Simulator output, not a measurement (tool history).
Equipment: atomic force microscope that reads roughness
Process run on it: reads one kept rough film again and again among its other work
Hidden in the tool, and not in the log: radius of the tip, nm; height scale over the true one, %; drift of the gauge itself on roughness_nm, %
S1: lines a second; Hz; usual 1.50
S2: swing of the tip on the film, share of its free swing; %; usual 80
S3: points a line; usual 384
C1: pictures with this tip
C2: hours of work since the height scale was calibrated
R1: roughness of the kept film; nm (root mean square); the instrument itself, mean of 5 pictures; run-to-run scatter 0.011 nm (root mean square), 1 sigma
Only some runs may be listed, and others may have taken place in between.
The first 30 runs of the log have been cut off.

| run | day | S1 | S2 | S3 | C1 | C2 | R1 |
|---|---|---|---|---|---|---|---|
|  | 80.292 | new tip fitted |
| 31 | 80.429 | 3.01 | 87 | 311 | 7 | 1701 | 2.333 |
| 32 | 82.100 | 0.85 | 74 | 293 | 86 | 1731 | 2.757 |
| 33 | 83.762 | 1.50 | 65 | 527 | 165 | 1761 | 2.773 |
|  | 84.312 | new tip fitted |
| 34 | 85.496 | 2.15 | 89 | 475 | 56 | 1792 | 2.425 |
|  | 88.342 | new tip fitted |
| 35 | 88.342 | 3.85 | 81 | 835 | 0 | 1843 | 2.389 |
| 36 | 91.242 | 3.85 | 81 | 835 | 137 | 1895 | 2.376 |
|  | 92.496 | new tip fitted |
| 37 | 93.988 | 0.64 | 70 | 425 | 71 | 1944 | 2.822 |
|  | 96.604 | new tip fitted |
| 38 | 96.667 | 3.47 | 58 | 718 | 3 | 1992 | 2.729 |
| 39 | 99.108 | 3.47 | 58 | 718 | 119 | 2036 | 2.730 |
|  | 100.679 | new tip fitted |
| 40 | 100.850 | 2.06 | 58 | 586 | 8 | 2067 | 2.805 |
| 41 | 103.804 | 1.74 | 71 | 440 | 149 | 2120 | 2.694 |
|  | 104.804 | new tip fitted |
| 42 | 106.142 | 1.84 | 60 | 342 | 63 | 2161 | 2.796 |
|  | 109.075 | new tip fitted |
| 43 | 109.608 | 1.84 | 60 | 342 | 25 | 2223 | 2.787 |
| 44 | 112.346 | 0.84 | 86 | 774 | 155 | 2272 | 2.696 |
|  | 113.175 | new tip fitted |
| 45 | 114.200 | 1.50 | 88 | 499 | 48 | 2305 | 2.577 |
| 46 | 115.962 | 0.72 | 68 | 263 | 132 | 2337 | 2.809 |
|  | 117.421 | new tip fitted |
| 47 | 117.771 | 0.51 | 58 | 384 | 16 | 2369 | 2.839 |
|  | 121.450 | new tip fitted |
| 48 | 121.450 | 0.51 | 69 | 312 | 0 | 2435 | 2.816 |
|  | 123.104 | height scale calibrated on a step standard |
| 49 | 123.412 | 0.51 | 69 | 312 | 91 | 6 | 2.809 |
|  | 125.512 | new tip fitted |
| 50 | 126.892 | 2.36 | 69 | 384 | 66 | 68 | 2.669 |

What if the next run were any one of these 3? Each begins from the tool's condition after run 50:
|  | 129.675 | new tip fitted |
| A | 129.679 | 3.76 | 69 | 384 | 0 | 117 | ? |
|  | 129.675 | new tip fitted |
| B | 129.679 | 0.82 | 79 | 384 | 0 | 117 | ? |
|  | 129.675 | new tip fitted |
| C | 129.679 | 2.36 | 55 | 279 | 0 | 117 | ? |

| run | R1 |
|---|---|
| A | 2.591 |
| B | 2.736 |
| C | 2.768 |
Had the tool no hidden state, the same runs would have come out as:
| run | R1 |
|---|---|
| A | 2.591 |
| B | 2.736 |
| C | 2.769 |
